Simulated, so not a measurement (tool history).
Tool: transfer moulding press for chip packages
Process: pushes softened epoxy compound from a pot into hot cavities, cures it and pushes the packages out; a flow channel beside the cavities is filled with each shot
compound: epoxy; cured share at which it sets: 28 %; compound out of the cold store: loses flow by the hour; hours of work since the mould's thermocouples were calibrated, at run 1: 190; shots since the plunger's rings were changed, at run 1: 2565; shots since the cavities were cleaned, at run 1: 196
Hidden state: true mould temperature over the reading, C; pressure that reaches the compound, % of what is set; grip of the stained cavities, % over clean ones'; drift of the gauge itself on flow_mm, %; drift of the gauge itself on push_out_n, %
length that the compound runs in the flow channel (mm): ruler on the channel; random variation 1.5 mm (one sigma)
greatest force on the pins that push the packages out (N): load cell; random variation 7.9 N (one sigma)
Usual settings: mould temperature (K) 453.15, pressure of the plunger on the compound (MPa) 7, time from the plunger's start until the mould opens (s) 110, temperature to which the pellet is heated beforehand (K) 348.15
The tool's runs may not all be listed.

run,hour,mould temperature (K),pressure of the plunger on the compound (MPa),time from the plunger's start until the mould opens (s),temperature to which the pellet is heated beforehand (K),hours of work since the mould's thermocouples were calibrated,shots since the plunger's rings were changed,shots since the cavities were cleaned,incoming compound's hours out of the cold store,length that the compound runs in the flow channel (mm),greatest force on the pins that push the packages out (N)
1,0,453.15,7,110,348.15,190,2565,196,19.3,648,353
2,6.5,453.15,7,110,348.15,194,2637,268,45.2,563,326
3,16,453.15,7,110,342.15,200,2742,373,16.3,658,352
4,24.7,453.15,7,110,348.15,206,2838,469,44.7,563,339
5,34.6,453.15,7,110,348.15,213,2947,578,18.9,650,358
6,49.9,453.15,7,110,348.15,223,3116,747,33.2,603,337
# hour 54.3: cavities cleaned with cleaning compound and waxed
7,61.8,456.15,7,110,341.15,230,3231,83,27.7,610,323
8,74.4,447.15,7.88,110,348.15,238,3371,223,30.5,668,489
9,83.3,453.15,7,139,340.15,244,3468,320,44.7,565,286
10,91.8,453.15,7,139,340.15,250,3562,414,21,643,293

4 ways to go on from here, each from the tool as it stands after run 10. What would each give?
A,102.2,454.15,7,90,348.15,256,3677,529,20.6,?,?
B,102.2,453.15,7.04,110,353.15,256,3677,529,23.2,?,?
C,102.2,459.15,7,145,348.15,256,3677,529,41.6,?,?
D,102.2,448.15,7,143,348.15,256,3677,529,29.6,?,?

run,length that the compound runs in the flow channel (mm),greatest force on the pins that push the packages out (N)
A,643,490
B,636,341
C,560,279
D,627,313
Without the tool's hidden state the same runs would have given:
run,length that the compound runs in the flow channel (mm),greatest force on the pins that push the packages out (N)
A,643,486
B,636,338
C,560,277
D,627,311
